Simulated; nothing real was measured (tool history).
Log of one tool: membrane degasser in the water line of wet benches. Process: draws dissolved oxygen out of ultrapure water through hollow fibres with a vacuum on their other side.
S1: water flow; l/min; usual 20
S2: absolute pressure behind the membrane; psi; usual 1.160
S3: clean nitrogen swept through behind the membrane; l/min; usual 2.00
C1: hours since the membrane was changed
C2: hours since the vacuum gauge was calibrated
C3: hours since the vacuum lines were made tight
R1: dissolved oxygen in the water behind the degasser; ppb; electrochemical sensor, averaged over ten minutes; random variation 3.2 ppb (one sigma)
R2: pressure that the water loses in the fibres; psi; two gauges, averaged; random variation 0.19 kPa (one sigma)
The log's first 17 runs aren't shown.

| run | hour | S1 | S2 | S3 | C1 | C2 | C3 | R1 | R2 |
|---|---|---|---|---|---|---|---|---|---|
| 18 | 3562.1 | 30 | 0.951 | 0.88 | 1579 | 7808 | 3298 | 638.4 | 8.718 |
|  | 3742.3 | vacuum gauge calibrated |
| 19 | 3864.1 | 20 | 1.681 | 2.00 | 1880 | 122 | 3599 | 407.0 | 5.810 |
| 20 | 4141.2 | 24 | 2.804 | 5.97 | 2157 | 399 | 3876 | 445.9 | 6.963 |
|  | 4269.6 | seals of the vacuum lines changed |
| 21 | 4386.4 | 17 | 1.089 | 1.11 | 2400 | 642 | 117 | 301.4 | 4.902 |
| 22 | 4646.9 | 15 | 1.755 | 2.22 | 2661 | 903 | 377 | 268.2 | 4.338 |
| 23 | 4941.6 | 15 | 1.755 | 2.22 | 2956 | 1197 | 672 | 263.1 | 4.312 |
| 24 | 5105.7 | 20 | 1.160 | 1.10 | 3120 | 1361 | 836 | 397.9 | 5.833 |
| 25 | 5379.9 | 20 | 1.160 | 2.46 | 3394 | 1636 | 1110 | 306.8 | 5.786 |
| 26 | 5688.8 | 20 | 2.645 | 3.11 | 3703 | 1944 | 1419 | 438.2 | 5.865 |
| 27 | 5892.4 | 25 | 1.314 | 1.34 | 3906 | 2148 | 1623 | 537.9 | 7.282 |
| 28 | 6044.3 | 20 | 1.297 | 2.00 | 4058 | 2300 | 1775 | 347.6 | 5.780 |
| 29 | 6209.0 | 20 | 1.297 | 2.00 | 4223 | 2465 | 1939 | 347.5 | 5.815 |
| 30 | 6424.1 | 20 | 0.722 | 1.38 | 4438 | 2680 | 2155 | 270.0 | 5.842 |
| 31 | 6634.2 | 13 | 2.015 | 5.23 | 4648 | 2890 | 2365 | 153.9 | 3.870 |
| 32 | 6802.3 | 13 | 2.015 | 5.23 | 4816 | 3058 | 2533 | 155.8 | 3.829 |

3 ways to go on from here, each from the tool as it stands after run 32. What would each give?
| A | 6974.3 | 20 | 1.160 | 3.56 | 4988 | 3230 | 2705 | ? | ? |
| B | 6974.3 | 20 | 1.777 | 2.00 | 4988 | 3230 | 2705 | ? | ? |
| C | 6974.3 | 18 | 2.856 | 1.20 | 4988 | 3230 | 2705 | ? | ? |

| run | R1 | R2 |
|---|---|---|
| A | 274.4 | 5.815 |
| B | 415.1 | 5.848 |
| C | 692.0 | 5.247 |
Without the tool's hidden state the same runs would have given:
| run | R1 | R2 |
|---|---|---|
| A | 273.9 | 5.674 |
| B | 414.5 | 5.707 |
| C | 691.5 | 5.121 |
